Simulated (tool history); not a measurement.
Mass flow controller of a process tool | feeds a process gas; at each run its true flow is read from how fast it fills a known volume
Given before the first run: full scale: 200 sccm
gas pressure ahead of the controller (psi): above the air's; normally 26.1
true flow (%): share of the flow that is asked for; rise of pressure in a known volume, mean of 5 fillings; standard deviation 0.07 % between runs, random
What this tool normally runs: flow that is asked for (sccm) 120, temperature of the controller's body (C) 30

run	day	flow that is asked for (sccm)	gas pressure ahead of the controller (psi)	temperature of the controller's body (C)	true flow (%)
1	0.000	120	26.1	30	99.01
2	3.821	120	26.1	24	98.39
3	7.142	120	26.1	36	99.45
4	9.404	120	26.1	36	99.47
5	12.246	120	26.1	36	99.39
6	16.250	120	26.1	30	98.92
7	19.079	120	26.1	30	98.83
8	22.925	120	26.1	40	99.70
9	26.621	120	26.0	30	98.78
10	30.133	120	33.1	30	99.14
11	31.762	112	26.1	30	98.61
12	33.612	112	26.1	30	98.63
13	35.492	57	26.1	30	97.47
14	37.612	22	29.2	33	96.53
15	41.238	120	37.3	33	99.44
16	43.867	120	37.3	33	99.51
17	46.196	165	26.1	37	100.19
18	48.121	165	22.2	23	98.63
19	50.108	165	22.2	32	99.64
20	53.462	87	22.2	36	98.21
21	56.600	87	22.2	36	98.26

For each run, the measured value with the value that run would have given without the tool's hidden condition subtracted. The run-to-run variation is shared by both, the gauge scatter possibly not:
The tool's hidden condition here consists of: flow at rest that the sensor doesn't see, % of full scale; true flow over the shown one, %; drift of the gauge itself on true_pct, %.
run	true flow (%)
1	+0.08
2	+0.05
3	+0.02
4	+0.00
5	-0.01
6	-0.04
7	-0.07
8	-0.10
9	-0.13
10	-0.15
11	-0.17
12	-0.19
13	-0.41
14	-1.10
15	-0.24
16	-0.25
17	-0.20
18	-0.22
19	-0.23
20	-0.42
21	-0.45
